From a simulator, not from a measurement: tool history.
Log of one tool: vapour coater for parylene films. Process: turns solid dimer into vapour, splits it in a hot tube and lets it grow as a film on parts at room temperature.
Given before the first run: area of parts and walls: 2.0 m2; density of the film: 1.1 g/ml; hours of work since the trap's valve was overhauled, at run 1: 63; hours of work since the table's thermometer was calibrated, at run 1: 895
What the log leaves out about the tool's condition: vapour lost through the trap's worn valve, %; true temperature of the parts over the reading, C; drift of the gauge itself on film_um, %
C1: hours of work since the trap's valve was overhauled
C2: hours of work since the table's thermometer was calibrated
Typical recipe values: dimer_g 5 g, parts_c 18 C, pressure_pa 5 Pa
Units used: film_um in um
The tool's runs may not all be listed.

{"run": 1, "day": 0.0, "dimer_g": 5, "parts_c": 18, "pressure_pa": 5, "C1": 63, "C2": 895, "film_um": 1.57}
{"run": 2, "day": 1.554, "dimer_g": 5, "parts_c": 11, "pressure_pa": 5, "C1": 80, "C2": 911, "film_um": 1.88}
{"run": 3, "day": 2.408, "dimer_g": 5, "parts_c": 11, "pressure_pa": 5, "C1": 89, "C2": 921, "film_um": 1.86}
{"run": 4, "day": 3.933, "dimer_g": 5, "parts_c": 11, "pressure_pa": 5, "C1": 105, "C2": 937, "film_um": 1.87}
{"run": 5, "day": 5.008, "dimer_g": 5, "parts_c": 11, "pressure_pa": 5, "C1": 117, "C2": 948, "film_um": 1.86}
{"run": 6, "day": 6.262, "dimer_g": 5, "parts_c": 11, "pressure_pa": 5, "C1": 130, "C2": 962, "film_um": 1.84}
{"run": 7, "day": 7.312, "dimer_g": 5, "parts_c": 11, "pressure_pa": 5, "C1": 142, "C2": 973, "film_um": 1.86}
{"run": 8, "day": 8.354, "dimer_g": 5, "parts_c": 18, "pressure_pa": 5, "C1": 153, "C2": 984, "film_um": 1.53}
{"run": 9, "day": 10.275, "dimer_g": 5, "parts_c": 28, "pressure_pa": 5, "C1": 173, "C2": 1005, "film_um": 1.2}
{"run": 10, "day": 11.958, "dimer_g": 5, "parts_c": 28, "pressure_pa": 5, "C1": 191, "C2": 1023, "film_um": 1.17}
{"run": 11, "day": 13.467, "dimer_g": 5, "parts_c": 28, "pressure_pa": 5, "C1": 207, "C2": 1039, "film_um": 1.18}
{"run": 12, "day": 14.725, "dimer_g": 5, "parts_c": 18, "pressure_pa": 7.61, "C1": 221, "C2": 1052, "film_um": 1.47}
{"run": 13, "day": 15.775, "dimer_g": 3, "parts_c": 18, "pressure_pa": 5, "C1": 232, "C2": 1064, "film_um": 0.9}
{"run": 14, "day": 17.846, "dimer_g": 3, "parts_c": 18, "pressure_pa": 5, "C1": 254, "C2": 1086, "film_um": 0.92}
{"run": 15, "day": 19.008, "dimer_g": 3, "parts_c": 18, "pressure_pa": 5, "C1": 267, "C2": 1098, "film_um": 0.91}
{"run": 16, "day": 20.929, "dimer_g": 5, "parts_c": 18, "pressure_pa": 5, "C1": 287, "C2": 1119, "film_um": 1.49}
{"run": 17, "day": 22.529, "dimer_g": 6, "parts_c": 18, "pressure_pa": 5, "C1": 304, "C2": 1136, "film_um": 1.78}
{"run": 18, "day": 23.692, "dimer_g": 6, "parts_c": 18, "pressure_pa": 5, "C1": 317, "C2": 1148, "film_um": 1.77}
{"run": 19, "day": 25.046, "dimer_g": 6, "parts_c": 18, "pressure_pa": 5, "C1": 331, "C2": 1163, "film_um": 1.77}
{"run": 20, "day": 26.492, "dimer_g": 6, "parts_c": 18, "pressure_pa": 5, "C1": 347, "C2": 1178, "film_um": 1.77}
{"run": 21, "day": 28.0, "dimer_g": 6, "parts_c": 18, "pressure_pa": 5, "C1": 363, "C2": 1194, "film_um": 1.77}
{"run": 22, "day": 30.05, "dimer_g": 6, "parts_c": 18, "pressure_pa": 5, "C1": 385, "C2": 1216, "film_um": 1.77}
{"run": 23, "day": 30.954, "dimer_g": 5, "parts_c": 18, "pressure_pa": 5, "C1": 394, "C2": 1226, "film_um": 1.47}
{"run": 24, "day": 32.671, "dimer_g": 3, "parts_c": 18, "pressure_pa": 5, "C1": 413, "C2": 1244, "film_um": 0.86}
{"day": 34.812, "done": "trap's valve overhauled"}
{"run": 25, "day": 34.817, "dimer_g": 3, "parts_c": 18, "pressure_pa": 5, "C1": 0, "C2": 1265, "film_um": 0.84}
{"run": 26, "day": 36.633, "dimer_g": 3, "parts_c": 20, "pressure_pa": 3.79, "C1": 20, "C2": 1285, "film_um": 0.79}
{"run": 27, "day": 37.588, "dimer_g": 5, "parts_c": 18, "pressure_pa": 4.5, "C1": 30, "C2": 1295, "film_um": 1.38}
{"run": 28, "day": 38.504, "dimer_g": 3, "parts_c": 15, "pressure_pa": 3.62, "C1": 39, "C2": 1305, "film_um": 0.9}
{"day": 39.262, "done": "trap's valve overhauled, once more"}
{"run": 29, "day": 40.617, "dimer_g": 3, "parts_c": 13, "pressure_pa": 4.8, "C1": 14, "C2": 1326, "film_um": 1.09}
{"run": 30, "day": 42.275, "dimer_g": 2, "parts_c": 26, "pressure_pa": 5, "C1": 32, "C2": 1344, "film_um": 0.51}
{"run": 31, "day": 43.175, "dimer_g": 5, "parts_c": 16, "pressure_pa": 9.01, "C1": 42, "C2": 1353, "film_um": 1.58}
{"run": 32, "day": 44.654, "dimer_g": 5, "parts_c": 16, "pressure_pa": 9.01, "C1": 58, "C2": 1369, "film_um": 1.59}
{"run": 33, "day": 46.321, "dimer_g": 6, "parts_c": 24, "pressure_pa": 8.3, "C1": 76, "C2": 1387, "film_um": 1.55}
{"run": 34, "day": 47.933, "dimer_g": 5, "parts_c": 18, "pressure_pa": 7.02, "C1": 93, "C2": 1404, "film_um": 1.52}
{"run": 35, "day": 49.654, "dimer_g": 3, "parts_c": 14, "pressure_pa": 5, "C1": 111, "C2": 1422, "film_um": 1.06}
{"run": 36, "day": 51.417, "dimer_g": 3, "parts_c": 14, "pressure_pa": 5, "C1": 130, "C2": 1441, "film_um": 1.02}
{"run": 37, "day": 52.754, "dimer_g": 3, "parts_c": 14, "pressure_pa": 5, "C1": 144, "C2": 1456, "film_um": 1.02}
{"run": 38, "day": 53.692, "dimer_g": 3, "parts_c": 14, "pressure_pa": 5, "C1": 154, "C2": 1466, "film_um": 1.02}
{"run": 39, "day": 55.233, "dimer_g": 3, "parts_c": 14, "pressure_pa": 5, "C1": 171, "C2": 1482, "film_um": 1.03}
{"run": 40, "day": 57.329, "dimer_g": 4, "parts_c": 14, "pressure_pa": 5, "C1": 193, "C2": 1505, "film_um": 1.37}
{"run": 41, "day": 58.838, "dimer_g": 5, "parts_c": 14, "pressure_pa": 8.61, "C1": 209, "C2": 1521, "film_um": 1.62}
{"run": 42, "day": 60.462, "dimer_g": 5, "parts_c": 29, "pressure_pa": 2.31, "C1": 227, "C2": 1538, "film_um": 1.22}
{"run": 43, "day": 61.9, "dimer_g": 5, "parts_c": 29, "pressure_pa": 4.28, "C1": 242, "C2": 1553, "film_um": 1.17}
{"run": 44, "day": 63.079, "dimer_g": 3, "parts_c": 12, "pressure_pa": 4.89, "C1": 255, "C2": 1566, "film_um": 1.07}
{"run": 45, "day": 64.621, "dimer_g": 5, "parts_c": 18, "pressure_pa": 8.75, "C1": 271, "C2": 1583, "film_um": 1.43}
{"run": 46, "day": 66.312, "dimer_g": 5, "parts_c": 18, "pressure_pa": 8.75, "C1": 289, "C2": 1601, "film_um": 1.44}
{"run": 47, "day": 67.383, "dimer_g": 5, "parts_c": 18, "pressure_pa": 8.75, "C1": 301, "C2": 1612, "film_um": 1.43}
{"run": 48, "day": 69.196, "dimer_g": 5, "parts_c": 18, "pressure_pa": 8.75, "C1": 320, "C2": 1631, "film_um": 1.43}

What if the next run were any one of these 3? Each begins from the tool's condition after run 48:
{"run": "A", "day": 70.762, "dimer_g": 3, "parts_c": 26, "pressure_pa": 8.75, "C1": 337, "C2": 1648, "film_um": "?"}
{"run": "B", "day": 70.762, "dimer_g": 4, "parts_c": 13, "pressure_pa": 3.64, "C1": 337, "C2": 1648, "film_um": "?"}
{"run": "C", "day": 70.762, "dimer_g": 5, "parts_c": 11, "pressure_pa": 6.64, "C1": 337, "C2": 1648, "film_um": "?"}

run=A film_um=0.71
run=B film_um=1.39
run=C film_um=1.74
The same runs, with their run-to-run variation unchanged, on a tool lacking any hidden condition would have given:
run=A film_um=0.74
run=B film_um=1.45
run=C film_um=1.82
